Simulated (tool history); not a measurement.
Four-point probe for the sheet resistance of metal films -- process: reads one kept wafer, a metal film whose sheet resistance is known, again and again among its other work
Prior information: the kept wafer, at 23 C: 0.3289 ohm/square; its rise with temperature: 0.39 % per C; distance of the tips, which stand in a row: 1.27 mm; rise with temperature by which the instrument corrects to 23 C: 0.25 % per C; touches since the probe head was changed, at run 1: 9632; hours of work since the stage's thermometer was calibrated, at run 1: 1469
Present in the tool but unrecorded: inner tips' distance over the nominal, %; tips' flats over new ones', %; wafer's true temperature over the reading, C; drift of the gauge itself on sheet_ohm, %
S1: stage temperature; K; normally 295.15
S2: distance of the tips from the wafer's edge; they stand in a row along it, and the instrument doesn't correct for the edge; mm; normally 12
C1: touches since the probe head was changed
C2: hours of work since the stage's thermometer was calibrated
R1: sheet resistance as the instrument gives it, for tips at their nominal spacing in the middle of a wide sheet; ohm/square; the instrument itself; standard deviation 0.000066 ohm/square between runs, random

| run | day | S1 | S2 | C1 | C2 | R1 |
|---|---|---|---|---|---|---|
| 1 | 0.000 | 295.15 | 12 | 9632 | 1469 | 0.332900 |
| 2 | 3.871 | 295.15 | 12 | 12965 | 1537 | 0.332790 |
| 3 | 6.008 | 295.15 | 6 | 14805 | 1575 | 0.338596 |
| 4 | 8.958 | 295.15 | 6 | 17343 | 1627 | 0.338502 |
| 5 | 12.317 | 295.15 | 6 | 20236 | 1686 | 0.338405 |
| 6 | 16.733 | 295.15 | 6 | 24038 | 1764 | 0.338426 |
| 7 | 21.496 | 295.15 | 6 | 28135 | 1848 | 0.338259 |
| 8 | 26.188 | 300.15 | 12 | 32177 | 1930 | 0.334738 |
| 9 | 29.904 | 295.15 | 12 | 35374 | 1996 | 0.332330 |
| 10 | 33.283 | 295.15 | 12 | 38285 | 2056 | 0.332173 |
| 11 | 37.000 | 292.15 | 12 | 41483 | 2121 | 0.330809 |
|  | 39.683 | stage's thermometer calibrated |
| 12 | 41.833 | 292.15 | 17 | 45625 | 38 | 0.328984 |
| 13 | 45.204 | 292.15 | 17 | 48528 | 97 | 0.328811 |
| 14 | 49.350 | 295.15 | 12 | 52097 | 170 | 0.331195 |
| 15 | 54.150 | 295.15 | 12 | 56227 | 255 | 0.331031 |
| 16 | 59.171 | 305.15 | 12 | 60551 | 343 | 0.335515 |
| 17 | 61.442 | 296.15 | 12 | 62505 | 383 | 0.331366 |
| 18 | 65.888 | 304.15 | 12 | 66332 | 462 | 0.334958 |
| 19 | 68.988 | 295.15 | 9 | 69000 | 516 | 0.332323 |
| 20 | 71.192 | 292.15 | 12 | 70900 | 555 | 0.329306 |
| 21 | 75.638 | 295.15 | 12 | 74726 | 634 | 0.330597 |
| 22 | 78.546 | 295.15 | 12 | 77231 | 685 | 0.330613 |
| 23 | 82.012 | 295.15 | 12 | 80213 | 746 | 0.330553 |
| 24 | 85.062 | 305.15 | 42 | 82838 | 800 | 0.333162 |
|  | 85.850 | new probe head fitted |
| 25 | 89.792 | 294.15 | 4 | 3395 | 882 | 0.344584 |
| 26 | 94.783 | 299.15 | 54 | 7692 | 970 | 0.329888 |
| 27 | 98.825 | 299.15 | 54 | 11169 | 1042 | 0.329881 |
| 28 | 102.775 | 291.15 | 72 | 14570 | 1111 | 0.326229 |
| 29 | 107.238 | 304.15 | 5 | 18410 | 1190 | 0.342814 |
| 30 | 109.400 | 304.15 | 5 | 20273 | 1228 | 0.342840 |
| 31 | 114.317 | 292.15 | 6 | 24505 | 1315 | 0.334028 |
| 32 | 118.612 | 296.15 | 3 | 28203 | 1390 | 0.356653 |
| 33 | 122.788 | 295.15 | 27 | 31799 | 1464 | 0.327876 |
| 34 | 127.267 | 297.15 | 25 | 35653 | 1543 | 0.328885 |
| 35 | 132.050 | 297.15 | 25 | 39773 | 1627 | 0.328579 |
| 36 | 135.429 | 297.15 | 25 | 42681 | 1687 | 0.328572 |
| 37 | 137.783 | 297.15 | 25 | 44707 | 1728 | 0.328411 |
| 38 | 142.121 | 294.15 | 9 | 48442 | 1805 | 0.330121 |
| 39 | 146.542 | 301.15 | 10 | 52247 | 1883 | 0.332548 |
| 40 | 149.408 | 293.15 | 11 | 54715 | 1933 | 0.328330 |
| 41 | 151.921 | 291.15 | 4 | 56875 | 1977 | 0.341762 |
| 42 | 155.958 | 291.15 | 4 | 60354 | 2048 | 0.341620 |
| 43 | 158.350 | 305.15 | 12 | 62411 | 2091 | 0.333003 |
| 44 | 161.596 | 305.15 | 12 | 65205 | 2148 | 0.333127 |
|  | 162.767 | stage's thermometer calibrated |
| 45 | 164.817 | 305.15 | 12 | 67959 | 36 | 0.332152 |

Hidden condition of the tool, last listed run before each entry between runs versus first listed run after:
After run 11, before run 12: stage's thermometer calibrated (day 39.683)
  inner tips' distance over the nominal, %: 0.274 -> 0.238; tips' flats over new ones', %: 43 -> 47; wafer's true temperature over the reading, C: 0.58 -> 0.06
  measured minus no-state result, R1: +0.001733 -> +0.000918 ohm/square
After run 24, before run 25: new probe head fitted (day 85.850)
  inner tips' distance over the nominal, %: -0.087 -> -0.186; tips' flats over new ones', %: 83 -> 4; wafer's true temperature over the reading, C: 0.27 -> 0.29
  measured minus no-state result, R1: +0.000026 -> -0.000297 ohm/square
After run 44, before run 45: stage's thermometer calibrated (day 162.767)
  inner tips' distance over the nominal, %: -0.729 -> -0.753; tips' flats over new ones', %: 63 -> 65; wafer's true temperature over the reading, C: 0.66 -> 0.01
  measured minus no-state result, R1: -0.001816 -> -0.002714 ohm/square
